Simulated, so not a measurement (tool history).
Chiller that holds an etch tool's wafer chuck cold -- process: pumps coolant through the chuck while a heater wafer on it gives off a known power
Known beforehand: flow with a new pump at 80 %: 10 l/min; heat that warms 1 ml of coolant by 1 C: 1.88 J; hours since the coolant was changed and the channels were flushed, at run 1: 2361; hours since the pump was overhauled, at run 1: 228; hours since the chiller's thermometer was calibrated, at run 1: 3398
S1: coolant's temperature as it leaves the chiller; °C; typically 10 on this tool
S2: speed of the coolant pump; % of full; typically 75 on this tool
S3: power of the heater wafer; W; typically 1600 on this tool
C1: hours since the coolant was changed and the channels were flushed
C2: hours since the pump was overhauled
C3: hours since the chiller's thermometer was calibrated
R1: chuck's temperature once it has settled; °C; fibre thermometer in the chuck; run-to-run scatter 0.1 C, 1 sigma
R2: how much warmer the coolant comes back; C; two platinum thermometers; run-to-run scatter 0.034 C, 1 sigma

run,hour,S1,S2,S3,C1,C2,C3,R1,R2
1,0.0,10,75,1600,2361,228,3398,21.0,5.45
2,26.3,10,75,1600,2387,254,3424,21.3,5.44
3,55.2,10,87,1600,2416,283,3453,19.7,4.69
4,99.5,10,87,1600,2460,327,3497,20.0,4.72
5,139.8,10,87,1600,2500,367,3538,20.1,4.71
6,177.6,10,87,1600,2538,405,3575,19.9,4.71
7,237.5,10,75,1600,2598,465,3635,21.2,5.48
8,293.1,10,75,1821,2654,521,3691,22.7,6.27
9,356.8,10,75,1821,2717,584,3755,22.8,6.24
10,402.4,20,88,1434,2763,630,3800,28.8,4.16
11,433.8,20,88,1434,2794,662,3832,28.8,4.15
12,493.0,0,75,898,2854,721,3891,6.4,3.08
13,538.6,0,75,1964,2899,766,3936,13.8,6.76
14,597.4,0,75,1964,2958,825,3995,14.1,6.69
15,634.9,0,75,1964,2995,863,4033,13.8,6.74
16,670.0,1,100,1001,3030,898,4068,6.5,2.49
17,723.8,17,72,969,3084,951,4122,24.0,3.46

Measured result minus the same run's result without the hidden state. Both carry the same run-to-run variation, though not necessarily the same gauge scatter:
Hidden state at play: heat passed by the chuck's channels, % of clean ones'; flow at a given pump speed, % of a new pump's; coolant's true temperature over the reading, C; drift of the gauge itself on chuck_c, C; drift of the gauge itself on warmer_back_c, C.
run,R1,R2
1,+0.3,+0.01
2,+0.3,+0.01
3,+0.2,+0.01
4,+0.3,+0.01
5,+0.3,+0.01
6,+0.3,+0.01
7,+0.3,+0.02
8,+0.4,+0.02
9,+0.4,+0.03
10,+0.3,+0.02
11,+0.3,+0.02
12,+0.3,+0.02
13,+0.5,+0.03
14,+0.5,+0.03
15,+0.4,+0.04
16,+0.2,+0.01
17,+0.3,+0.02

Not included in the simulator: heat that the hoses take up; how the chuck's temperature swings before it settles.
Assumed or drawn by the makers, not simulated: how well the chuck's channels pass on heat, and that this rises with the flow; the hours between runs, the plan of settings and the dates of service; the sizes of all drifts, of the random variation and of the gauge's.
